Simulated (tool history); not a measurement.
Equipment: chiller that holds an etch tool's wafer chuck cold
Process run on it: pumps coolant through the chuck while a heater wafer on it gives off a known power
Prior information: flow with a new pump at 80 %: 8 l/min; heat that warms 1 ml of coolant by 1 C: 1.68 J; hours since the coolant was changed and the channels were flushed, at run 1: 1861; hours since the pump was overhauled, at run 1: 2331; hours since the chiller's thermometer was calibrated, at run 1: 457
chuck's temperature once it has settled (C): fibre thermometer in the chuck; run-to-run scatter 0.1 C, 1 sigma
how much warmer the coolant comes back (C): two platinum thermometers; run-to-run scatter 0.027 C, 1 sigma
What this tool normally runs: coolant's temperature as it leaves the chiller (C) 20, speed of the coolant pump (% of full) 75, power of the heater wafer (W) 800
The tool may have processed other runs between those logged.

run,day,coolant's temperature as it leaves the chiller (C),speed of the coolant pump (% of full),power of the heater wafer (W),hours since the coolant was changed and the channels were flushed,hours since the pump was overhauled,hours since the chiller's thermometer was calibrated,chuck's temperature once it has settled (C),how much warmer the coolant comes back (C)
1,0.000,20,75,800,1861,2331,457,31.0,3.85
2,1.662,20,75,800,1901,2371,497,30.8,3.88
3,4.904,20,72,800,1979,2449,574,31.4,3.97
4,6.438,20,72,800,2015,2486,611,31.2,3.99
5,8.008,11,75,800,2053,2524,649,21.8,3.82
6,11.279,11,75,800,2132,2602,727,21.9,3.86
7,13.562,20,88,800,2186,2657,782,29.7,3.29
8,16.008,20,94,742,2245,2716,841,28.5,2.86
# day 16.538: coolant pump overhauled
9,19.254,30,75,800,2318,65,914,41.0,3.88
10,21.179,30,75,531,2364,111,960,37.4,2.58
11,24.417,24,76,531,2442,189,1038,31.1,2.59
12,26.975,20,90,413,2503,251,1099,24.8,1.73
13,29.250,14,75,813,2558,305,1154,25.3,3.97

3 options for the next run, each taken on its own from the tool as it stands now. Forecast them:
# day 29.938: coolant pump overhauled, once more
A,31.625,18,72,533,2610,41,1206,?,?
# day 29.938: coolant pump overhauled, once more
B,31.625,14,80,813,2610,41,1206,?,?
# day 29.938: coolant pump overhauled, once more
C,31.625,11,68,504,2610,41,1206,?,?

run,chuck's temperature once it has settled (C),how much warmer the coolant comes back (C)
A,25.7,2.62
B,24.5,3.69
C,18.6,2.64
What these runs would have given with no unlogged condition in the tool:
run,chuck's temperature once it has settled (C),how much warmer the coolant comes back (C)
A,25.4,2.60
B,24.1,3.66
C,18.3,2.62

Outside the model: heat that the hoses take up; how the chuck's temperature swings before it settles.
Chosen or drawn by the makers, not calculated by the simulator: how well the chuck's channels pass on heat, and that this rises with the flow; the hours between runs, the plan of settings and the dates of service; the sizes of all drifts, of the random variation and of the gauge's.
